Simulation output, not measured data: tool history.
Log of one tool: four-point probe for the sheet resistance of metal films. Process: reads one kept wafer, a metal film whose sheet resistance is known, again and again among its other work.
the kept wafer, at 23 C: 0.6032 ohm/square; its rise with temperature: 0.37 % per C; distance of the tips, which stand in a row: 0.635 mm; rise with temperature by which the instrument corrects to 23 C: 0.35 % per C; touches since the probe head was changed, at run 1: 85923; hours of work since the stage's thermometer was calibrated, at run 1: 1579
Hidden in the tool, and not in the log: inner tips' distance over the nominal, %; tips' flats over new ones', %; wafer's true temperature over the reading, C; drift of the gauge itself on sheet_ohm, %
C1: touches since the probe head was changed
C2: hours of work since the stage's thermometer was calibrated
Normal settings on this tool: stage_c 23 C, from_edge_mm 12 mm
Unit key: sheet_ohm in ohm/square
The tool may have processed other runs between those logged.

Run 1, hour 0.0: usual settings; C1 85923; C2 1579. Result: sheet_ohm 0.609531 ohm/square.
Run 2, hour 33.6: usual settings; C1 87653; C2 1604. Result: sheet_ohm 0.609627 ohm/square.
Run 3, hour 63.5: usual settings but stage_c 21 C; C1 89191; C2 1626. Result: sheet_ohm 0.609367 ohm/square.
Run 4, hour 92.1: usual settings but stage_c 21 C; C1 90665; C2 1648. Result: sheet_ohm 0.609401 ohm/square.
Run 5, hour 125.5: usual settings; C1 92384; C2 1673. Result: sheet_ohm 0.609780 ohm/square.
Run 6, hour 155.6: usual settings; C1 93933; C2 1695. Result: sheet_ohm 0.610085 ohm/square.
Run 7, hour 196.6: usual settings but stage_c 28 C; C1 96047; C2 1726. Result: sheet_ohm 0.610614 ohm/square.
Run 8, hour 230.9: usual settings but stage_c 28 C; C1 97813; C2 1752. Result: sheet_ohm 0.610704 ohm/square.
Run 9, hour 256.1: usual settings; C1 99110; C2 1771. Result: sheet_ohm 0.609859 ohm/square.
Run 10, hour 277.9: usual settings; C1 100234; C2 1787. Result: sheet_ohm 0.610418 ohm/square.
At hour 287.9: stage's thermometer calibrated.
Run 11, hour 311.5: usual settings but stage_c 28 C; C1 101934; C2 18. Result: sheet_ohm 0.611183 ohm/square.
Run 12, hour 332.5: usual settings but stage_c 28 C; C1 103019; C2 33. Result: sheet_ohm 0.611233 ohm/square.
Run 13, hour 355.8: usual settings; C1 104218; C2 51. Result: sheet_ohm 0.610507 ohm/square.
Run 14, hour 375.7: usual settings; C1 105244; C2 66. Result: sheet_ohm 0.610715 ohm/square.
Run 15, hour 412.7: usual settings; C1 107146; C2 93. Result: sheet_ohm 0.610452 ohm/square.
Run 16, hour 436.2: usual settings but from_edge_mm 19 mm; C1 108357; C2 111. Result: sheet_ohm 0.610333 ohm/square.
Run 17, hour 478.0: usual settings but from_edge_mm 6 mm; C1 110511; C2 142. Result: sheet_ohm 0.613596 ohm/square.
Run 18, hour 504.9: usual settings but from_edge_mm 6 mm; C1 111895; C2 163. Result: sheet_ohm 0.613694 ohm/square.
At hour 521.9: stage's thermometer calibrated, once more.
Run 19, hour 536.5: usual settings but stage_c 33 C; C1 113498; C2 11. Result: sheet_ohm 0.610708 ohm/square.
Run 20, hour 557.5: usual settings but stage_c 26 C; C1 114575; C2 27. Result: sheet_ohm 0.609800 ohm/square.
Run 21, hour 594.2: usual settings but stage_c 26 C; C1 116468; C2 54. Result: sheet_ohm 0.609975 ohm/square.
Run 22, hour 633.2: usual settings but stage_c 26 C; C1 118476; C2 83. Result: sheet_ohm 0.610027 ohm/square.
Run 23, hour 658.6: usual settings but stage_c 26 C; C1 119783; C2 102. Result: sheet_ohm 0.610006 ohm/square.
Run 24, hour 687.7: usual settings but stage_c 26 C, from_edge_mm 6 mm; C1 121279; C2 124. Result: sheet_ohm 0.612842 ohm/square.
Run 25, hour 731.0: usual settings but stage_c 26 C, from_edge_mm 6 mm; C1 123511; C2 157. Result: sheet_ohm 0.612902 ohm/square.
Run 26, hour 766.1: usual settings but stage_c 26 C, from_edge_mm 6 mm; C1 125319; C2 183. Result: sheet_ohm 0.613124 ohm/square.
Run 27, hour 810.5: usual settings but from_edge_mm 30 mm; C1 127604; C2 216. Result: sheet_ohm 0.608884 ohm/square.
Run 28, hour 831.4: usual settings but stage_c 20 C, from_edge_mm 5 mm; C1 128679; C2 232. Result: sheet_ohm 0.613856 ohm/square.
Run 29, hour 856.9: usual settings but stage_c 31 C; C1 129996; C2 251. Result: sheet_ohm 0.611182 ohm/square.
Run 30, hour 886.6: usual settings but stage_c 21 C; C1 131525; C2 273. Result: sheet_ohm 0.609776 ohm/square.
Run 31, hour 917.2: usual settings but stage_c 21 C, from_edge_mm 7 mm; C1 133099; C2 296. Result: sheet_ohm 0.611592 ohm/square.
Run 32, hour 944.0: usual settings but stage_c 20 C, from_edge_mm 5 mm; C1 134477; C2 316. Result: sheet_ohm 0.614009 ohm/square.
Run 33, hour 984.4: usual settings but stage_c 20 C, from_edge_mm 5 mm; C1 136559; C2 346. Result: sheet_ohm 0.614187 ohm/square.

Predict the results of run 34:
Run 34, hour 1022.7: usual settings but stage_c 31 C, from_edge_mm 22 mm; C1 138534; C2 375. Result: sheet_ohm ?.

sheet_ohm: 0.610733 ohm/square
Minus the tool's unlogged condition, the same run would have read sheet_ohm 0.604453 ohm/square.
